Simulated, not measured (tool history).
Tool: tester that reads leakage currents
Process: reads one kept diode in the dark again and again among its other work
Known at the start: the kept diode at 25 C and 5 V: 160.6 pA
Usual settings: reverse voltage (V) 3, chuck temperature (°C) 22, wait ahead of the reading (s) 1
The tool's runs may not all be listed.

| run | day | reverse voltage (V) | chuck temperature (°C) | wait ahead of the reading (s) | current that the tester gives (pA) |
|---|---|---|---|---|---|
| 1 | 0 | 3 | 22 | 1 | 96.66 |
| 2 | 3.508 | 3 | 22 | 1 | 97.03 |
| 3 | 5.829 | 14.7 | 22 | 1 | 206.31 |
| 4 | 9.554 | 14.7 | 22 | 1 | 206.31 |
| 5 | 12.208 | 3 | 22 | 0.58 | 96.75 |
| 6 | 14.762 | 3 | 22 | 1 | 97.07 |
| 7 | 16.467 | 3 | 22 | 1 | 96.5 |
| 8 | 18.162 | 1.24 | 22 | 1 | 63.71 |
| 9 | 20.033 | 1.24 | 22 | 1 | 63.77 |
| 10 | 21.904 | 5.07 | 22 | 1 | 124.6 |
| 11 | 23.792 | 5.07 | 22 | 1 | 124.12 |
|  | 25.125 | probe card cleaned and baked |
| 12 | 26.458 | 3 | 22 | 1 | 96.86 |
| 13 | 29.55 | 3 | 22 | 1 | 97.04 |
|  | 31.033 | chuck's temperature calibrated |
| 14 | 32.1 | 2.35 | 22 | 1 | 85.99 |
| 15 | 34.767 | 2.35 | 22 | 1 | 86.57 |
| 16 | 36.979 | 1.2 | 22 | 1 | 62.44 |
| 17 | 38.679 | 1.2 | 22 | 1 | 62.88 |
| 18 | 42.088 | 1.2 | 22 | 1 | 62.76 |
| 19 | 45.442 | 3 | 56 | 1 | 1459.87 |
| 20 | 49.442 | 3 | 56 | 1 | 1459.37 |
| 21 | 52.788 | 1.22 | 30 | 1 | 126.87 |
| 22 | 55.508 | 1.22 | 30 | 1 | 125.91 |
| 23 | 57.704 | 1.22 | 30 | 1 | 126.04 |
| 24 | 60.304 | 1.22 | 30 | 1 | 125.97 |
| 25 | 63.138 | 7.97 | 29 | 1 | 282.18 |
| 26 | 66.65 | 7.97 | 29 | 1 | 283.44 |
| 27 | 70.579 | 3 | 51 | 5.01 | 1017.05 |
| 28 | 72.975 | 3 | 26 | 0.51 | 137.09 |
| 29 | 76.192 | 15.26 | 26 | 1.14 | 297.81 |
| 30 | 79.796 | 4.54 | 31 | 4.72 | 257.19 |
| 31 | 82.929 | 4.54 | 31 | 4.72 | 256.15 |
| 32 | 85.579 | 9.22 | 34 | 2.17 | 458.68 |
| 33 | 87.596 | 9.22 | 34 | 2.17 | 459.64 |
| 34 | 91.1 | 9.22 | 34 | 2.17 | 457.64 |
| 35 | 94.342 | 9.22 | 34 | 2.17 | 459.76 |
| 36 | 96.533 | 9.22 | 34 | 2.17 | 461.04 |
| 37 | 98.954 | 9.22 | 43 | 1.05 | 940.83 |
| 38 | 102.579 | 9.22 | 43 | 1.05 | 944.67 |
| 39 | 104.808 | 3.6 | 23 | 3.99 | 115.33 |

Measured less the same run without the tool's hidden state. The same run-to-run variation is in both; the gauge's scatter may not be:
The hidden state here: stray current of the dirty probe card, pA a volt; current scale over the true one, %; true chuck temperature over the reading, C; drift of the gauge itself on leakage_pa, %.
| run | current that the tester gives (pA) |
|---|---|
| 1 | -0.05 |
| 2 | -0.07 |
| 3 | -0.03 |
| 4 | -0.05 |
| 5 | -0.08 |
| 6 | -0.09 |
| 7 | -0.09 |
| 8 | -0.07 |
| 9 | -0.07 |
| 10 | -0.11 |
| 11 | -0.11 |
| 12 | -0.14 |
| 13 | -0.16 |
| 14 | -0.01 |
| 15 | -0.01 |
| 16 | -0.01 |
| 17 | -0.01 |
| 18 | -0.02 |
| 19 | -0.43 |
| 20 | -0.52 |
| 21 | -0.06 |
| 22 | -0.06 |
| 23 | -0.07 |
| 24 | -0.08 |
| 25 | -0.17 |
| 26 | -0.2 |
| 27 | -0.74 |
| 28 | -0.11 |
| 29 | -0.24 |
| 30 | -0.24 |
| 31 | -0.25 |
| 32 | -0.47 |
| 33 | -0.48 |
| 34 | -0.51 |
| 35 | -0.54 |
| 36 | -0.56 |
| 37 | -1.16 |
| 38 | -1.22 |
| 39 | -0.16 |
